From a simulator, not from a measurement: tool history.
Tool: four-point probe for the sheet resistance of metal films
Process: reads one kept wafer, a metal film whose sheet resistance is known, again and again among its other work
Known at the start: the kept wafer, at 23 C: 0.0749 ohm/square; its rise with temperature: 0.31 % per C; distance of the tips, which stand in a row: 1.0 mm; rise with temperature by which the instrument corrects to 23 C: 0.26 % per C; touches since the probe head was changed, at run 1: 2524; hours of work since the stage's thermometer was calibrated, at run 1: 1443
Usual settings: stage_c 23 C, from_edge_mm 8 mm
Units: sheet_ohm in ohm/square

run	day	stage_c	from_edge_mm	touches since the probe head was changed	hours of work since the stage's thermometer was calibrated	sheet_ohm
1	0.000	23	8	2524	1443	0.075500
2	2.208	23	8	4052	1480	0.075510
3	4.500	34	8	5637	1518	0.075887
4	5.996	23	35	6670	1543	0.074916
5	7.767	23	35	7895	1573	0.074895
6	9.462	23	35	9067	1601	0.074920
7	11.800	23	35	10684	1640	0.074915
8	12.842	23	35	11406	1658	0.074920
9	14.792	23	35	12755	1691	0.074930
# day 15.275: stage's thermometer calibrated
10	16.204	23	44	13716	16	0.074953
11	17.596	23	8	14678	39	0.075523
12	18.900	23	8	15581	61	0.075500
13	20.167	23	7	16457	82	0.075696
14	21.321	23	41	17256	101	0.074925
15	22.446	23	41	18034	120	0.074924
16	23.862	23	41	19013	144	0.074913
17	24.988	23	41	19791	163	0.074924
18	26.021	23	41	20506	180	0.074912
19	27.200	23	41	21320	200	0.074944
20	29.579	23	8	22965	239	0.075528
21	30.762	23	8	23784	259	0.075518
22	32.404	23	16	24919	287	0.075050
23	34.004	23	16	26025	313	0.075053
24	35.400	23	16	26992	337	0.075068
25	37.233	23	16	28260	367	0.075052
26	38.504	29	12	29139	389	0.075362
27	39.467	20	8	29805	405	0.075430
28	40.758	29	9	30698	426	0.075623
29	42.471	27	18	31882	455	0.075155
30	43.900	25	6	32870	479	0.076074
31	44.929	29	8	33582	496	0.075747
32	46.167	28	7	34437	517	0.075909
33	48.462	25	62	36025	555	0.074973
34	50.554	25	25	37471	590	0.075038
35	52.017	31	6	38484	615	0.076300
36	54.212	31	6	40003	652	0.076257
37	56.475	24	8	41568	689	0.075556
38	57.867	19	11	42530	713	0.075089
39	59.000	23	3	43312	732	0.079084
40	60.125	29	3	44092	750	0.079302
41	61.658	29	64	45151	776	0.075123
42	63.529	23	6	46445	807	0.075983
43	65.146	31	54	47564	834	0.075209
44	66.467	31	54	48476	857	0.075206

Forecast each of these 4 alternatives for the next run:
A	67.446	18	4	49154	873	?
B	67.446	22	59	49154	873	?
C	67.446	21	26	49154	873	?
D	67.446	31	64	49154	873	?

run	sheet_ohm
A	0.077139
B	0.074886
C	0.074893
D	0.075187
Without the tool's hidden state the same runs would have given:
run	sheet_ohm
A	0.077140
B	0.074887
C	0.074894
D	0.075188

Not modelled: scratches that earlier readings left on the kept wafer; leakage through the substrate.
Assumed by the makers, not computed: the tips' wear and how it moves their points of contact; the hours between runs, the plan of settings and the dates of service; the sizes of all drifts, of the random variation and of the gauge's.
